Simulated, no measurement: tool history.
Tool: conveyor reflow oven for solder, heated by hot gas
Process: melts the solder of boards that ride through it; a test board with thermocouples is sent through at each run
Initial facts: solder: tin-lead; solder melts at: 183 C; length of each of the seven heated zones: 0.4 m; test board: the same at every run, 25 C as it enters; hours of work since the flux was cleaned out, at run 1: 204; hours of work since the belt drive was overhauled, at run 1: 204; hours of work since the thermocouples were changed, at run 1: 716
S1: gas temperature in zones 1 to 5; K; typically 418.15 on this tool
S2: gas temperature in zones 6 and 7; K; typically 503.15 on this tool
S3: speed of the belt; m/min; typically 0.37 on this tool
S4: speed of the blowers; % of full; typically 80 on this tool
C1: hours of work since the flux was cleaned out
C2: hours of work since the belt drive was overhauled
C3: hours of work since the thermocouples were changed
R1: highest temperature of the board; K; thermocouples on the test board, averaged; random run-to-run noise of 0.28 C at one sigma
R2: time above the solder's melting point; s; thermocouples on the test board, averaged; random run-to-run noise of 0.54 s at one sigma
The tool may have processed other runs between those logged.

run   hour      S1      S2     S3  S4   C1   C2   C3      R1     R2
  1      0  418.15  503.15   0.37  80  204  204  716  491.15    104
  2   25.3  418.15  503.15   0.37  80  220  220  732  490.95  103.1
  3   50.1  418.15  503.15   0.37  80  236  236  748  490.85  103.1
  4   70.3  418.15  503.15   0.37  80  249  249  760  490.95  102.2
  5   86.3  418.15  503.15   0.37  80  259  259  771  490.55  102.5
  6   97.8  418.15  503.15   0.37  80  266  266  778  490.95  102.5
  7  121.7  418.15  503.15   0.37  80  281  281  793  490.35  103.4
  8  135.7  418.15  503.15   0.37  80  290  290  802  490.45  103.8
  9  150.9  418.15  503.15   0.37  80  300  300  812  490.75  102.4
 10  172.4  418.15  503.15   0.37  80  314  314  826  490.45  102.6
 11  191.3  418.15  503.15   0.37  80  326  326  838  490.55  102.8
 12  215.7  418.15  503.15   0.37  80  341  341  853  490.35    103
 13  228.1  418.15  503.15   0.37  80  349  349  861  490.35  102.7
 14  241.5  418.15  503.15   0.37  80  358  358  870  490.05  102.1
 15  253.5  418.15  503.15   0.37  80  365  365  877  490.25  103.3
 16  278.7  418.15  511.15   0.37  54  381  381  893  492.45    104
 17    296  418.15  518.15  0.333  54  392  392  904  502.45  127.7
 18  313.6  418.15  518.15  0.333  79  404  404  915  506.05  133.1
 19  330.1  421.15  495.15  0.379  80  414  414  926  483.35   91.9
     334.4  -- thermocouples of zones 6 and 7 changed
 20    346  425.15  498.15  0.437  80  423  423    7  480.75   77.6
 21  367.1  425.15  498.15  0.437  80  436  436   21  480.85   76.8
 22  383.2  419.15  515.15  0.382  63  447  447   31  494.95  105.4

Estimate the outcome of run 23 from the log above:
 23  408.2  418.15  516.15  0.385  80  463  463  47   ?   ?

R1: 497.85 K
R2: 107.1 s
If the tool had no hidden condition, the same run with the same run-to-run variation would have returned R1 501.75 K, R2 109.9 s.

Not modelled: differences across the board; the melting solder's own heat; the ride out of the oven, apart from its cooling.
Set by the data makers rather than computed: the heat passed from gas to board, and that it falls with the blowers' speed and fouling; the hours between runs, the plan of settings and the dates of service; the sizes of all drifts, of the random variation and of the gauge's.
